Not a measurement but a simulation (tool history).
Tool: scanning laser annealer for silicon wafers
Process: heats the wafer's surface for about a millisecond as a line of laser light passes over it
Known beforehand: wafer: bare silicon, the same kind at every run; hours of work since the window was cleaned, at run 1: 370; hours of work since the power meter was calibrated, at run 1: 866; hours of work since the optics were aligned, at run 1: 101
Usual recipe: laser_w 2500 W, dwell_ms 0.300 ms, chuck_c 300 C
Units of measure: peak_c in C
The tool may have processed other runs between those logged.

run,hour,laser_w,dwell_ms,chuck_c,hours of work since the window was cleaned,hours of work since the power meter was calibrated,hours of work since the optics were aligned,peak_c
1,0.0,2500,0.300,300,370,866,101,1078
2,26.5,2500,0.346,300,385,881,115,1138
3,58.8,2500,0.326,300,402,898,133,1116
4,103.0,2407,0.300,300,425,921,156,1047
# hour 161.6: window over the wafer cleaned
5,165.4,2664,0.300,300,2,954,189,1132
6,193.5,2664,0.300,300,17,969,204,1132
7,254.3,2500,0.295,300,50,1001,236,1069
8,318.9,2564,0.300,300,84,1036,271,1098
9,358.0,2564,0.300,300,105,1057,292,1098

What does the tool deliver on the next run?
10,406.6,2322,0.330,335,131,1083,318,?

peak_c: 1092 C
On a tool with no hidden condition, and with the same random variation, this run would have come out at peak_c 1093 C.

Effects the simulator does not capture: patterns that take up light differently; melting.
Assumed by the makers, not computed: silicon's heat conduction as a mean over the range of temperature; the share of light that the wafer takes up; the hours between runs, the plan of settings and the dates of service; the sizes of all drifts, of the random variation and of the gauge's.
